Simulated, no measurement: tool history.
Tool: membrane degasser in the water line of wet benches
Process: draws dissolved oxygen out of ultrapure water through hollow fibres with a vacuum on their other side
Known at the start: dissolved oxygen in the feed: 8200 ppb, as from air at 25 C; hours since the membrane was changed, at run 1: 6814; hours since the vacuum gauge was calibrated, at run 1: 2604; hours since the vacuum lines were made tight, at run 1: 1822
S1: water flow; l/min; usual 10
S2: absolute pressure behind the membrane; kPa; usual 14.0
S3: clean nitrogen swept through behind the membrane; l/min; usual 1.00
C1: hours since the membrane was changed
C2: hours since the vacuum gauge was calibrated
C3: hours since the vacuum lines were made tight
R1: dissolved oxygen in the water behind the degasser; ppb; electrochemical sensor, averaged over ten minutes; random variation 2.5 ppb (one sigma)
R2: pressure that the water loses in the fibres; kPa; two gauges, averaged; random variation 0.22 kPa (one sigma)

run      day  S1    S2    S3     C1    C2    C3     R1     R2
  1    0.000  10  14.0  1.00   6814  2604  1822  294.2  54.80
  2    6.592  10  14.0  1.00   6972  2763  1981  299.5  54.60
  3   10.829  10  34.8  1.00   7074  2864  2082  737.2  55.44
  4   15.354  10  34.8  1.00   7183  2973  2191  736.3  54.83
  5   22.229  10  14.0  1.00   7348  3138  2356  297.3  55.20
  6   28.046  10  14.0  1.00   7487  3278  2495  294.2  54.88
  7   33.179  10  14.0  1.00   7610  3401  2619  296.8  54.99
  8   40.579  10  14.0  1.00   7788  3578  2796  295.1  55.26
  9   45.375  10  27.4  1.00   7903  3694  2911  581.5  54.92
 10   49.508  10  14.0  1.00   8002  3793  3011  294.7  54.98
 11   53.179  10  14.0  1.00   8090  3881  3099  297.7  55.28
 12   57.875  10  18.4  1.00   8203  3993  3211  400.1  54.97
 13   61.683  10  18.4  1.00   8295  4085  3303  393.8  55.53
 14   68.258  10  18.4  1.00   8452  4243  3461  392.6  54.72
 15   76.662  10  18.4  1.00   8654  4444  3662  397.0  55.35
 16   84.000  11  14.0  1.00   8830  4621  3838  335.3  60.47
 17   89.996  10  19.3  0.42   8974  4764  3982  804.3  54.99
 18   96.492  10  23.0  1.70   9130  4920  4138  327.6  55.11
 19  103.783  12  16.3  1.00   9305  5095  4313  438.3  66.51
 20  107.238   6  10.0  1.09   9388  5178  4396   99.6  33.04
 21  111.208   8  17.7  0.45   9483  5273  4491  571.3  44.07
 22  116.492  12   9.8  2.60   9610  5400  4618  160.5  66.65
 23  123.054  10   9.2  1.21   9767  5558  4776  165.3  55.17
 24  131.396  10   9.3  1.21   9968  5758  4976  167.6  54.82
 25  136.771  10   9.3  1.21  10097  5887  5105  170.1  55.10
 26  144.192   7   9.3  2.95  10275  6065  5283   50.8  38.41
 27  149.933  15  15.1  1.35  10412  6203  5421  448.1  82.24
     150.396  -- vacuum gauge calibrated
 28  156.712  11  14.0  1.00  10575   152  5583  335.3  60.82
 29  162.221   7  14.0  0.44  10707   284  5715  387.7  38.58
 30  168.438  10  14.0  0.79  10856   433  5864  360.4  54.89
 31  174.346  12  11.2  1.26  10998   575  6006  260.5  66.76
 32  177.808  10  15.0  1.57  11081   658  6089  225.3  55.17

4 ways to go on from here, each from the tool as it stands after run 32. What would each give?
  A  182.992  10  15.0  1.57  11205  782  6214   ?   ?
  B  182.992  10  25.7  1.24  11205  782  6214   ?   ?
  C  182.992   7  32.8  1.12  11205  782  6214   ?   ?
  D  182.992  15  15.0  1.57  11205  782  6214   ?   ?

run     R1     R2
  A  228.7  55.31
  B  460.5  55.17
  C  440.4  38.62
  D  406.8  82.43
Without the tool's hidden state the same runs would have given:
run     R1     R2
  A  228.4  55.27
  B  460.2  55.13
  C  440.0  38.59
  D  406.3  82.37
